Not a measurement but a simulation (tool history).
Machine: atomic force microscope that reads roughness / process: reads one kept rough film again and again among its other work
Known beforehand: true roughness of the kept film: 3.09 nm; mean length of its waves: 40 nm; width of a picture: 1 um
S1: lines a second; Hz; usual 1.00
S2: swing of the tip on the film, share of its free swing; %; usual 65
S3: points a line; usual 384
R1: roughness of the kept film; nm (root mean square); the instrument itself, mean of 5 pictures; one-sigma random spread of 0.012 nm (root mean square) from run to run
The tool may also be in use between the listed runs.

run 1 hour=0.0 | S1=1.00 S2=65 S3=384 | R1=2.657
run 2 hour=58.5 | S1=1.00 S2=65 S3=568 | R1=2.514
run 3 hour=97.9 | S1=1.00 S2=59 S3=384 | R1=2.429
-- hour=120.7 new tip fitted
run 4 hour=175.0 | S1=1.00 S2=65 S3=430 | R1=2.603
run 5 hour=243.4 | S1=1.00 S2=65 S3=384 | R1=2.405
-- hour=284.2 new tip fitted
run 6 hour=302.5 | S1=1.00 S2=65 S3=384 | R1=2.691
run 7 hour=349.1 | S1=1.00 S2=65 S3=384 | R1=2.579
run 8 hour=384.1 | S1=1.26 S2=65 S3=384 | R1=2.452
run 9 hour=442.9 | S1=1.26 S2=65 S3=384 | R1=2.296
-- hour=448.9 new tip fitted
run 10 hour=523.2 | S1=1.26 S2=65 S3=384 | R1=2.548
run 11 hour=579.4 | S1=1.26 S2=65 S3=384 | R1=2.401
-- hour=610.1 new tip fitted
run 12 hour=658.0 | S1=1.26 S2=65 S3=384 | R1=2.583
run 13 hour=705.7 | S1=1.26 S2=65 S3=384 | R1=2.459
-- hour=713.3 height scale calibrated on a step standard
run 14 hour=766.3 | S1=1.60 S2=62 S3=384 | R1=2.298
-- hour=773.0 new tip fitted
run 15 hour=829.3 | S1=1.60 S2=62 S3=384 | R1=2.556
run 16 hour=867.8 | S1=1.32 S2=65 S3=298 | R1=2.460
-- hour=924.3 height scale calibrated on a step standard, once more
run 17 hour=929.5 | S1=1.87 S2=90 S3=790 | R1=2.066
-- hour=936.6 new tip fitted
run 18 hour=974.4 | S1=0.92 S2=89 S3=384 | R1=2.539
run 19 hour=1040.0 | S1=1.92 S2=55 S3=418 | R1=2.525
-- hour=1102.8 new tip fitted
run 20 hour=1119.5 | S1=2.78 S2=67 S3=339 | R1=2.634
run 21 hour=1167.8 | S1=1.02 S2=65 S3=384 | R1=2.617
run 22 hour=1210.1 | S1=1.02 S2=65 S3=384 | R1=2.529
run 23 hour=1255.9 | S1=1.02 S2=90 S3=384 | R1=2.238
-- hour=1266.8 new tip fitted
run 24 hour=1333.3 | S1=0.51 S2=74 S3=363 | R1=2.628
run 25 hour=1396.4 | S1=0.89 S2=63 S3=371 | R1=2.465
-- hour=1430.2 new tip fitted
run 26 hour=1459.6 | S1=2.16 S2=56 S3=304 | R1=2.708

Some steps in R1 between neighbouring runs. How much of each would the tool show without its hidden state too (settings, what came in, random variation), and how much is left for the hidden state, with any gauge scatter that isn't in both results?
What the log doesn't record here: radius of the tip, nm; height scale over the true one, %; drift of the gauge itself on roughness_nm, %.
Run 5 -> 6: new tip fitted. R1 +0.286 nm (root mean square): hidden state +0.309, all else -0.023.
Run 16 -> 17: S1 1.32 -> 1.87, S2 65 -> 90, S3 298 -> 790, height scale calibrated on a step standard, once more. R1 -0.394 nm (root mean square): hidden state -0.019, all else -0.375.
Run 17 -> 18: S1 1.87 -> 0.92, S2 90 -> 89, S3 790 -> 384, new tip fitted. R1 +0.473 nm (root mean square): hidden state +0.264, all else +0.209.
Run 25 -> 26: S1 0.89 -> 2.16, S2 63 -> 56, S3 371 -> 304, new tip fitted. R1 +0.243 nm (root mean square): hidden state +0.285, all else -0.042.
